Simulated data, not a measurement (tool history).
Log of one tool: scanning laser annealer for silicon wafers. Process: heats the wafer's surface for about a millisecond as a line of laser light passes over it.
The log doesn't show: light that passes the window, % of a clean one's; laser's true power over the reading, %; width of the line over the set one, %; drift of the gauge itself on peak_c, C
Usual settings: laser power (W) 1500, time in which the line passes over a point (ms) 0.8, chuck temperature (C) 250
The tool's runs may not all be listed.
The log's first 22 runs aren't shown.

run	hour	laser power (W)	time in which the line passes over a point (ms)	chuck temperature (C)	hours of work since the window was cleaned	hours of work since the power meter was calibrated	hours of work since the optics were aligned	highest temperature of the surface (C)
23	304.9	1500	0.663	250	404	511	826	898
24	318.3	1500	0.663	250	411	518	833	897
25	332.1	1500	0.663	250	419	525	840	898
26	351.3	1500	0.663	250	429	536	851	896
27	362.5	1466	0.876	252	435	542	857	983
28	373.6	1466	0.876	252	441	548	863	980
# hour 378.4: laser's power meter calibrated
29	394.9	1437	0.682	252	451	9	873	881
30	407.6	1283	0.806	278	458	16	879	888
31	425.1	1380	0.8	235	467	25	889	887
# hour 432.2: laser's power meter calibrated, once more
32	441.6	1515	0.8	242	474	5	896	960
33	450.5	1500	0.8	284	479	10	901	995
34	465.7	1374	0.577	244	487	18	909	796
35	482	1387	0.8	220	496	27	918	877
# hour 492.9: window over the wafer cleaned
36	503.8	1500	0.591	274	6	37	928	896
37	517.3	1500	0.86	281	13	45	935	1036
38	536.9	1530	0.918	281	24	55	946	1078
39	545.9	1510	0.8	289	28	60	951	1020
40	556.5	1642	0.785	250	34	66	956	1042

4 ways to go on from here, each from the tool as it stands after run 40. What would each give?
A	575.1	1500	0.64	250	44	76	966	?
B	575.1	1537	0.8	232	44	76	966	?
C	575.1	1321	0.965	260	44	76	966	?
D	575.1	1642	0.844	250	44	76	966	?

run	highest temperature of the surface (C)
A	900
B	975
C	965
D	1069
Without the tool's hidden state the same runs would have given:
run	highest temperature of the surface (C)
A	908
B	985
C	974
D	1080

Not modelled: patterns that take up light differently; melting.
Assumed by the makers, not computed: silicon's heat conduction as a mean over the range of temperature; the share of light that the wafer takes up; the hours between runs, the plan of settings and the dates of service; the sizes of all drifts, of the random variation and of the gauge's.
